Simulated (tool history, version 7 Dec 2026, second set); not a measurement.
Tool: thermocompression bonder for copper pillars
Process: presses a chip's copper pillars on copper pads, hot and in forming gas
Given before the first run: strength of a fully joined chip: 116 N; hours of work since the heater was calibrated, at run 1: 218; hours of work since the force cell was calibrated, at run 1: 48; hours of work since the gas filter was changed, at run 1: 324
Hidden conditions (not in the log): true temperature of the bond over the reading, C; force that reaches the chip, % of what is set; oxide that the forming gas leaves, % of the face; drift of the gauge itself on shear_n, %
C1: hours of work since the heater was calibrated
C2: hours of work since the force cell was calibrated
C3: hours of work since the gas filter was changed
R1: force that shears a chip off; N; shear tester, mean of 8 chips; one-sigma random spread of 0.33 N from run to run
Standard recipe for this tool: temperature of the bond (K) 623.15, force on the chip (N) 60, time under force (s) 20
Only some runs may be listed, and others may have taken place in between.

Run 1, hour 0.0: usual settings; C1 218; C2 48; C3 324. Result: R1 62.6 N.
Run 2, hour 9.0: usual settings; C1 224; C2 54; C3 331. Result: R1 62.4 N.
Run 3, hour 14.4: usual settings; C1 228; C2 58; C3 334. Result: R1 62.0 N.
Run 4, hour 20.8: usual settings; C1 232; C2 62; C3 339. Result: R1 62.0 N.
Run 5, hour 28.3: usual settings but time under force (s) 39; C1 237; C2 67; C3 344. Result: R1 74.7 N.
Run 6, hour 34.2: usual settings but time under force (s) 39; C1 241; C2 71; C3 348. Result: R1 74.4 N.
Run 7, hour 39.7: usual settings but time under force (s) 39; C1 245; C2 75; C3 351. Result: R1 74.7 N.
Run 8, hour 48.6: usual settings but time under force (s) 39; C1 251; C2 81; C3 357. Result: R1 74.2 N.
Run 9, hour 58.1: usual settings but time under force (s) 39; C1 257; C2 87; C3 364. Result: R1 74.1 N.
Run 10, hour 66.8: usual settings but time under force (s) 39; C1 263; C2 93; C3 370. Result: R1 73.8 N.
Run 11, hour 71.6: usual settings but time under force (s) 39; C1 267; C2 96; C3 373. Result: R1 74.2 N.
Run 12, hour 77.7: usual settings; C1 271; C2 100; C3 377. Result: R1 61.1 N.
Run 13, hour 84.0: usual settings; C1 275; C2 105; C3 381. Result: R1 61.5 N.
At hour 88.2: forming gas filter changed.
Run 14, hour 89.0: usual settings; C1 278; C2 108; C3 1. Result: R1 69.1 N.
Run 15, hour 95.8: usual settings but temperature of the bond (K) 643.15; C1 283; C2 112; C3 5. Result: R1 79.7 N.
Run 16, hour 103.2: usual settings but temperature of the bond (K) 643.15; C1 287; C2 117; C3 10. Result: R1 79.0 N.
Run 17, hour 108.3: usual settings but temperature of the bond (K) 643.15; C1 291; C2 121; C3 14. Result: R1 80.0 N.
Run 18, hour 117.4: usual settings but temperature of the bond (K) 643.15; C1 297; C2 127; C3 20. Result: R1 79.3 N.
Run 19, hour 127.7: usual settings but temperature of the bond (K) 643.15; C1 304; C2 134; C3 27. Result: R1 79.6 N.
Run 20, hour 136.7: usual settings but temperature of the bond (K) 643.15, force on the chip (N) 56, time under force (s) 26; C1 310; C2 140; C3 33. Result: R1 80.0 N.
Run 21, hour 145.7: usual settings but temperature of the bond (K) 610.15, force on the chip (N) 41; C1 316; C2 146; C3 39. Result: R1 40.3 N.
Run 22, hour 155.1: usual settings but force on the chip (N) 37, time under force (s) 59; C1 323; C2 152; C3 45. Result: R1 61.2 N.
Run 23, hour 162.6: usual settings but temperature of the bond (K) 598.15, force on the chip (N) 53, time under force (s) 25; C1 328; C2 157; C3 50. Result: R1 51.6 N.
At hour 165.2: heater calibrated with a thermocouple chip.
Run 24, hour 170.2: usual settings but temperature of the bond (K) 644.15, force on the chip (N) 53, time under force (s) 12; C1 3; C2 161; C3 54. Result: R1 61.5 N.
Run 25, hour 178.1: usual settings but force on the chip (N) 76, time under force (s) 28; C1 9; C2 166; C3 59. Result: R1 89.4 N.
Run 26, hour 187.0: usual settings but temperature of the bond (K) 594.15, time under force (s) 31; C1 15; C2 172; C3 65. Result: R1 60.3 N.
Run 27, hour 197.3: usual settings but force on the chip (N) 70, time under force (s) 37; C1 22; C2 179; C3 72. Result: R1 88.5 N.
Run 28, hour 202.9: usual settings but force on the chip (N) 70, time under force (s) 13; C1 25; C2 183; C3 76. Result: R1 68.1 N.
Run 29, hour 213.6: usual settings but temperature of the bond (K) 652.15, force on the chip (N) 84; C1 33; C2 190; C3 83. Result: R1 99.7 N.
Run 30, hour 223.7: usual settings but temperature of the bond (K) 652.15, force on the chip (N) 84; C1 40; C2 197; C3 90. Result: R1 100.1 N.
At hour 227.3: heater calibrated with a thermocouple chip, once more.
Run 31, hour 233.3: usual settings but temperature of the bond (K) 622.15; C1 4; C2 202; C3 95. Result: R1 64.4 N.
Run 32, hour 242.2: usual settings but temperature of the bond (K) 640.15, time under force (s) 15; C1 10; C2 208; C3 101. Result: R1 68.3 N.
Run 33, hour 251.4: usual settings but temperature of the bond (K) 635.15, time under force (s) 57; C1 16; C2 215; C3 107. Result: R1 91.8 N.
Run 34, hour 261.8: usual settings but temperature of the bond (K) 595.15, force on the chip (N) 85, time under force (s) 35; C1 23; C2 222; C3 114. Result: R1 80.9 N.
Run 35, hour 268.3: usual settings but temperature of the bond (K) 595.15, force on the chip (N) 62, time under force (s) 12; C1 28; C2 226; C3 119. Result: R1 42.5 N.
Run 36, hour 274.7: usual settings but temperature of the bond (K) 595.15, force on the chip (N) 62, time under force (s) 12; C1 32; C2 230; C3 123. Result: R1 42.0 N.
Run 37, hour 285.1: usual settings but temperature of the bond (K) 596.15, time under force (s) 21; C1 39; C2 237; C3 130. Result: R1 50.6 N.

Entry by entry between the runs, the difference in hidden state between the last listed run before and the first listed run after:
Run 13 -> run 14: forming gas filter changed (hour 88.2)
  true temperature of the bond over the reading, C: 2.4 -> 2.5; oxide that the forming gas leaves, % of the face: 11.55 -> 0.52
  measured value less the no-hidden-state value, R1: -6.6 -> +1.1 N
Run 23 -> run 24: heater calibrated with a thermocouple chip (hour 165.2)
  true temperature of the bond over the reading, C: 2.7 -> 3.2; force that reaches the chip, % of what is set: 99.4 -> 99.3; oxide that the forming gas leaves, % of the face: 1.99 -> 2.11
  measured value less the no-hidden-state value, R1: +0.3 -> +0.2 N
Run 30 -> run 31: heater calibrated with a thermocouple chip, once more (hour 227.3)
  true temperature of the bond over the reading, C: 3.3 -> -0.2; oxide that the forming gas leaves, % of the face: 3.2 -> 3.35
  measured value less the no-hidden-state value, R1: -1.9 -> -2.5 N
